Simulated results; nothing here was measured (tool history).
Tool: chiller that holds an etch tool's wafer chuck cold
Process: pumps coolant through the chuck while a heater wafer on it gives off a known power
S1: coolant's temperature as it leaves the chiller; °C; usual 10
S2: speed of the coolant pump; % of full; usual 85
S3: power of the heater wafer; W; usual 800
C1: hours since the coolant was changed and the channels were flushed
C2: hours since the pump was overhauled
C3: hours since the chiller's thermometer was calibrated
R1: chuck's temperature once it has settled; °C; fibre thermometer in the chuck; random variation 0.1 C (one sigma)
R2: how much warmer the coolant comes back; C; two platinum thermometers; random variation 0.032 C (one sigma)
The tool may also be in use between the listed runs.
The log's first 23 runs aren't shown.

Run 24, day 20.779: usual settings but S2 64 % of full, S3 712 W; C1 447; C2 1722; C3 1902. Result: R1 21.8 °C, R2 4.13 C.
Run 25, day 21.942: usual settings but S2 70 % of full; C1 474; C2 1750; C3 1930. Result: R1 22.5 °C, R2 4.28 C.
Run 26, day 23.133: usual settings but S2 80 % of full; C1 503; C2 1778; C3 1959. Result: R1 21.7 °C, R2 3.79 C.
Run 27, day 24.242: usual settings but S1 7 °C, S2 61 % of full, S3 695 W; C1 530; C2 1805; C3 1985. Result: R1 18.8 °C, R2 4.30 C.
Run 28, day 24.896: usual settings but S1 7 °C, S2 61 % of full, S3 695 W; C1 545; C2 1821; C3 2001. Result: R1 18.7 °C, R2 4.31 C.
Run 29, day 25.608: usual settings but S1 2 °C, S2 69 % of full, S3 695 W; C1 562; C2 1838; C3 2018. Result: R1 13.0 °C, R2 3.85 C.
Run 30, day 26.471: usual settings but S1 2 °C, S2 69 % of full, S3 695 W; C1 583; C2 1858; C3 2039. Result: R1 13.4 °C, R2 3.83 C.
Run 31, day 27.262: usual settings but S2 86 % of full, S3 1104 W; C1 602; C2 1877; C3 2058. Result: R1 25.3 °C, R2 4.79 C.

4 ways to go on from here, each from the tool as it stands after run 31. What would each give?
Run A, day 27.808: usual settings but S1 15 °C, S2 73 % of full, S3 734 W; C1 615; C2 1890; C3 2071. Result: R1 ?, R2 ?.
Run B, day 27.808: usual settings but S1 17 °C, S2 66 % of full, S3 962 W; C1 615; C2 1890; C3 2071. Result: R1 ?, R2 ?.
Run C, day 27.808: usual settings but S1 7 °C, S2 86 % of full, S3 647 W; C1 615; C2 1890; C3 2071. Result: R1 ?, R2 ?.
Run D, day 27.808: usual settings but S2 91 % of full, S3 420 W; C1 615; C2 1890; C3 2071. Result: R1 ?, R2 ?.

run    R1    R2
  A  26.5  3.87
  B  32.5  5.51
  C  16.2  2.82
  D  16.1  1.70
Without the tool's hidden state the same runs would have given:
run    R1    R2
  A  25.1  3.55
  B  30.8  5.06
  C  15.0  2.59
  D  15.2  1.56
